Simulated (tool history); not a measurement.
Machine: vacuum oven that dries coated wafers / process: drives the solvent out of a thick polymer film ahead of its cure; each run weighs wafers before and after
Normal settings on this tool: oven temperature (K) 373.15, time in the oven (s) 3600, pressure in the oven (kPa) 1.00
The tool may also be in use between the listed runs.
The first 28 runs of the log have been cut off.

run,hour,oven temperature (K),time in the oven (s),pressure in the oven (kPa),solvent left in the film (%)
29,354.8,382.15,1860,0.54,3.96
30,362.8,382.15,1860,0.54,3.95
31,372.8,386.15,4440,2.63,1.07
32,384.6,373.15,5580,0.56,1.16
33,401.4,373.15,5580,0.56,1.22
34,409.9,381.15,3180,2.88,2.48
# hour 420.0: oven's thermocouples calibrated
35,421.9,381.15,5700,2.88,1.36
36,439.1,381.15,5700,2.88,1.37
37,456.2,358.15,3240,1.02,10.29
38,467.6,358.15,3240,1.02,10.23
39,484.6,379.15,2580,1.12,3.28
40,501.4,376.15,3600,1.00,2.43
41,515.0,376.15,3600,1.00,2.39
42,524.9,376.15,3600,1.00,2.37
43,539.2,382.15,2640,2.28,2.74
44,547.5,362.15,2220,1.00,11.08
45,562.6,373.15,3600,0.73,3.17
46,575.6,376.15,3600,3.99,3.81

What if the next run were any one of these 4? Each begins from the tool's condition after run 46:
A,584.5,363.15,2700,3.99,?
B,584.5,377.15,3600,3.23,?
C,584.5,373.15,3600,0.70,?
D,584.5,386.15,5700,0.71,?

run,solvent left in the film (%)
A,10.80
B,3.18
C,3.11
D,0.29
Without the tool's hidden state the same runs would have given:
run,solvent left in the film (%)
A,10.80
B,3.18
C,3.10
D,0.28
